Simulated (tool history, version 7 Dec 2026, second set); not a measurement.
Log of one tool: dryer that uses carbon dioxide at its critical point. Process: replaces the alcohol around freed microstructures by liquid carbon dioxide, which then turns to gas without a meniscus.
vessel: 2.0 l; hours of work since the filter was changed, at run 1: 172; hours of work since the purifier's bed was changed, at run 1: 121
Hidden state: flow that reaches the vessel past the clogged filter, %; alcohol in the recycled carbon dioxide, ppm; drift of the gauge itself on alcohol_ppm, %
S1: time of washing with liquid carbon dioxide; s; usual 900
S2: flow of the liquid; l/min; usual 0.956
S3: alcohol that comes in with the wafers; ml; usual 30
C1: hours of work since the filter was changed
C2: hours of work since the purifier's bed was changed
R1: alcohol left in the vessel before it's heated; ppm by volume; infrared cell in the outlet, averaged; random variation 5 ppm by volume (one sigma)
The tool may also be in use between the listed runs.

Run 1, hour 0: usual settings; C1 172; C2 121. Result: R1 94 ppm by volume.
Run 2, hour 4.9: usual settings; C1 174; C2 123. Result: R1 111 ppm by volume.
Run 3, hour 9.6: usual settings; C1 176; C2 124. Result: R1 107 ppm by volume.
Run 4, hour 13.4: usual settings but S1 1140 s; C1 177; C2 126. Result: R1 71 ppm by volume.
Run 5, hour 21.8: usual settings but S3 37 ml; C1 180; C2 129. Result: R1 114 ppm by volume.
Run 6, hour 26.5: usual settings but S3 37 ml; C1 181; C2 130. Result: R1 121 ppm by volume.
Run 7, hour 30.6: usual settings but S1 720 s, S3 37 ml; C1 183; C2 132. Result: R1 244 ppm by volume.
Run 8, hour 36.9: usual settings but S1 540 s; C1 185; C2 134. Result: R1 556 ppm by volume.
Run 9, hour 46: usual settings but S1 540 s; C1 188; C2 137. Result: R1 556 ppm by volume.
Run 10, hour 50.6: usual settings but S3 31 ml; C1 190; C2 139. Result: R1 118 ppm by volume.
Run 11, hour 55.3: usual settings but S1 960 s; C1 192; C2 141. Result: R1 98 ppm by volume.
Run 12, hour 64.5: usual settings but S1 960 s; C1 195; C2 144. Result: R1 93 ppm by volume.
Run 13, hour 73.3: usual settings; C1 198; C2 147. Result: R1 116 ppm by volume.
Run 14, hour 81.5: usual settings but S3 81 ml; C1 201; C2 150. Result: R1 209 ppm by volume.
Run 15, hour 86.4: usual settings but S3 81 ml; C1 202; C2 151. Result: R1 205 ppm by volume.
Run 16, hour 91.8: usual settings but S1 600 s, S2 1.391 l/min, S3 109 ml; C1 204; C2 153. Result: R1 250 ppm by volume.
Run 17, hour 96.9: usual settings but S1 600 s, S2 1.391 l/min, S3 109 ml; C1 206; C2 155. Result: R1 263 ppm by volume.
Run 18, hour 101.9: usual settings but S1 660 s, S2 1.282 l/min; C1 208; C2 157. Result: R1 128 ppm by volume.
Run 19, hour 110: usual settings but S1 1080 s; C1 211; C2 160. Result: R1 94 ppm by volume.
Run 20, hour 115.8: usual settings but S2 0.725 l/min; C1 213; C2 162. Result: R1 296 ppm by volume.
Run 21, hour 123.3: usual settings but S2 0.725 l/min, S3 31 ml; C1 215; C2 164. Result: R1 309 ppm by volume.
Run 22, hour 132.5: usual settings but S1 1380 s, S2 0.725 l/min, S3 31 ml; C1 219; C2 168. Result: R1 97 ppm by volume.
Run 23, hour 138.4: usual settings but S1 1140 s, S2 1.035 l/min, S3 20 ml; C1 221; C2 170. Result: R1 76 ppm by volume.
Run 24, hour 146.8: usual settings but S1 1200 s, S2 1.275 l/min, S3 22 ml; C1 224; C2 173. Result: R1 79 ppm by volume.
Run 25, hour 152.9: usual settings but S1 1200 s, S2 0.801 l/min, S3 22 ml; C1 226; C2 175. Result: R1 107 ppm by volume.
Run 26, hour 158.6: usual settings but S1 1080 s, S2 1.221 l/min, S3 40 ml; C1 228; C2 177. Result: R1 80 ppm by volume.
Run 27, hour 164.7: usual settings but S1 660 s, S2 0.743 l/min, S3 40 ml; C1 230; C2 179. Result: R1 952 ppm by volume.
Run 28, hour 171: usual settings but S2 0.859 l/min, S3 41 ml; C1 232; C2 181. Result: R1 216 ppm by volume.
Run 29, hour 177.6: usual settings but S2 1.046 l/min, S3 80 ml; C1 235; C2 183. Result: R1 160 ppm by volume.

Forecast each of these 4 alternatives for the next run:
Run A, hour 182: usual settings but S2 0.964 l/min, S3 80 ml; C1 236; C2 185. Result: R1 ?.
Run B, hour 182: usual settings but S1 1080 s, S2 1.475 l/min, S3 64 ml; C1 236; C2 185. Result: R1 ?.
Run C, hour 182: usual settings but S2 1.001 l/min, S3 80 ml; C1 236; C2 185. Result: R1 ?.
Run D, hour 182: usual settings but S1 780 s, S2 0.888 l/min, S3 22 ml; C1 236; C2 185. Result: R1 ?.

run   R1
  A  220
  B   88
  C  189
  D  202
Without the tool's hidden state the same runs would have given:
run  R1
  A  94
  B  13
  C  74
  D  91
